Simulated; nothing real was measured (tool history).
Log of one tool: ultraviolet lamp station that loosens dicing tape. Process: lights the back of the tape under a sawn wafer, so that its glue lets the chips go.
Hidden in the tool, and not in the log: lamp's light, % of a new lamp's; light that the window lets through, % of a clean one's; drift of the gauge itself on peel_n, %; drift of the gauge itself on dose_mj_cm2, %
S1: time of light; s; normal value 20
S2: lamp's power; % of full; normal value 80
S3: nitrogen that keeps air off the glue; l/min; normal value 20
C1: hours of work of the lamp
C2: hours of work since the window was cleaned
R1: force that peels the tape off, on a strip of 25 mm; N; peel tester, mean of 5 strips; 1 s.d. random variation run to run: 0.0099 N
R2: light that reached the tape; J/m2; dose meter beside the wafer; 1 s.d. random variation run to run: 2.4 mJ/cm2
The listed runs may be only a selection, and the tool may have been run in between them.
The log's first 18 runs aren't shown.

| run | hour | S1 | S2 | S3 | C1 | C2 | R1 | R2 |
|---|---|---|---|---|---|---|---|---|
| 19 | 1335.6 | 10 | 80 | 20 | 882 | 540 | 1.684 | 1030 |
| 20 | 1410.7 | 10 | 80 | 20 | 925 | 583 | 1.746 | 1000 |
| 21 | 1455.4 | 20 | 80 | 15 | 950 | 608 | 0.887 | 1940 |
| 22 | 1505.7 | 20 | 80 | 20 | 979 | 637 | 0.760 | 1980 |
|  | 1516.2 | window cleaned of glue's vapour |
| 23 | 1548.9 | 20 | 71 | 6 | 1003 | 19 | 1.557 | 1900 |
| 24 | 1619.8 | 20 | 62 | 15 | 1043 | 59 | 1.172 | 1630 |
| 25 | 1661.3 | 20 | 62 | 15 | 1067 | 82 | 1.194 | 1590 |
| 26 | 1740.9 | 25 | 79 | 15 | 1112 | 128 | 0.612 | 2520 |
| 27 | 1781.5 | 33 | 93 | 14 | 1135 | 151 | 0.262 | 3920 |
| 28 | 1869.6 | 33 | 93 | 14 | 1185 | 201 | 0.287 | 3740 |
| 29 | 1939.9 | 17 | 93 | 14 | 1225 | 241 | 0.956 | 1910 |
| 30 | 2038.0 | 28 | 80 | 20 | 1281 | 296 | 0.439 | 2650 |
| 31 | 2126.2 | 18 | 81 | 24 | 1331 | 346 | 0.838 | 1720 |
| 32 | 2175.4 | 18 | 81 | 24 | 1359 | 374 | 0.854 | 1700 |
| 33 | 2240.4 | 29 | 75 | 30 | 1396 | 411 | 0.370 | 2450 |
| 34 | 2301.6 | 21 | 86 | 20 | 1430 | 446 | 0.750 | 2050 |
| 35 | 2379.4 | 13 | 94 | 20 | 1475 | 490 | 1.286 | 1340 |
|  | 2402.2 | lamp changed |
| 36 | 2435.0 | 25 | 94 | 22 | 19 | 521 | 0.203 | 3610 |

Run 37 comes next. What will it give?
| 37 | 2518.5 | 29 | 94 | 6 | 66 | 569 | ? | ? |

R1: 0.516 N
R2: 4120 J/m2
Minus the tool's unlogged condition, the same run would have read R1 0.417 N, R2 4590 J/m2.
